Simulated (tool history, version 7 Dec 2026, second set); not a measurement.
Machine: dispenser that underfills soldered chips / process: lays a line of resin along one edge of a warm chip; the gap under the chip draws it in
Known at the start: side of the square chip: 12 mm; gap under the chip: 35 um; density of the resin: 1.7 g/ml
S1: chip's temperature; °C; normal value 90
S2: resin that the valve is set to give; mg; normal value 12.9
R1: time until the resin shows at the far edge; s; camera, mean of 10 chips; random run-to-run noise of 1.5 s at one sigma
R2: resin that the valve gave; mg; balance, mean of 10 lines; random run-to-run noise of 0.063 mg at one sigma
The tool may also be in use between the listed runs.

{"run": 1, "hour": 0.0, "S1": 90, "S2": 12.9, "R1": 184.9, "R2": 12.42}
{"run": 2, "hour": 5.5, "S1": 90, "S2": 11.1, "R1": 276.1, "R2": 10.63}
{"hour": 9.9, "done": "new syringe of resin"}
{"run": 3, "hour": 14.9, "S1": 90, "S2": 11.1, "R1": 212.3, "R2": 10.58}
{"hour": 18.4, "done": "dispensing valve cleaned and set on the balance"}
{"run": 4, "hour": 23.2, "S1": 90, "S2": 12.9, "R1": 331.5, "R2": 12.76}
{"hour": 24.1, "done": "new syringe of resin"}
{"run": 5, "hour": 32.6, "S1": 95, "S2": 12.9, "R1": 213, "R2": 12.79}
{"hour": 37.1, "done": "new syringe of resin"}
{"run": 6, "hour": 38.8, "S1": 90, "S2": 14.8, "R1": 158.8, "R2": 14.58}
{"run": 7, "hour": 43.6, "S1": 87, "S2": 12.9, "R1": 261.3, "R2": 12.77}
{"run": 8, "hour": 48.9, "S1": 87, "S2": 12.9, "R1": 380.1, "R2": 12.78}
{"hour": 51.0, "done": "new syringe of resin"}
{"run": 9, "hour": 56.4, "S1": 90, "S2": 15.5, "R1": 201.7, "R2": 15.25}
{"hour": 64.2, "done": "new syringe of resin"}
{"run": 10, "hour": 65.0, "S1": 76, "S2": 13.4, "R1": 280.3, "R2": 13.08}

4 options for the next run, each taken on its own from the tool as it stands now. Forecast them:
{"run": "A", "hour": 71.8, "S1": 84, "S2": 15.7, "R1": "?", "R2": "?"}
{"run": "B", "hour": 71.8, "S1": 76, "S2": 11.2, "R1": "?", "R2": "?"}
{"run": "C", "hour": 71.8, "S1": 99, "S2": 12.9, "R1": "?", "R2": "?"}
{"run": "D", "hour": 71.8, "S1": 90, "S2": 13.5, "R1": "?", "R2": "?"}

run=A R1=309.8 R2=15.33
run=B R1=476.8 R2=11
run=C R1=172.7 R2=12.56
run=D R1=246 R2=13.17
With no hidden state in the tool, these same runs would have given:
run=A R1=179.2 R2=15.64
run=B R1=274.5 R2=11.22
run=C R1=99.8 R2=12.81
run=D R1=142.4 R2=13.44

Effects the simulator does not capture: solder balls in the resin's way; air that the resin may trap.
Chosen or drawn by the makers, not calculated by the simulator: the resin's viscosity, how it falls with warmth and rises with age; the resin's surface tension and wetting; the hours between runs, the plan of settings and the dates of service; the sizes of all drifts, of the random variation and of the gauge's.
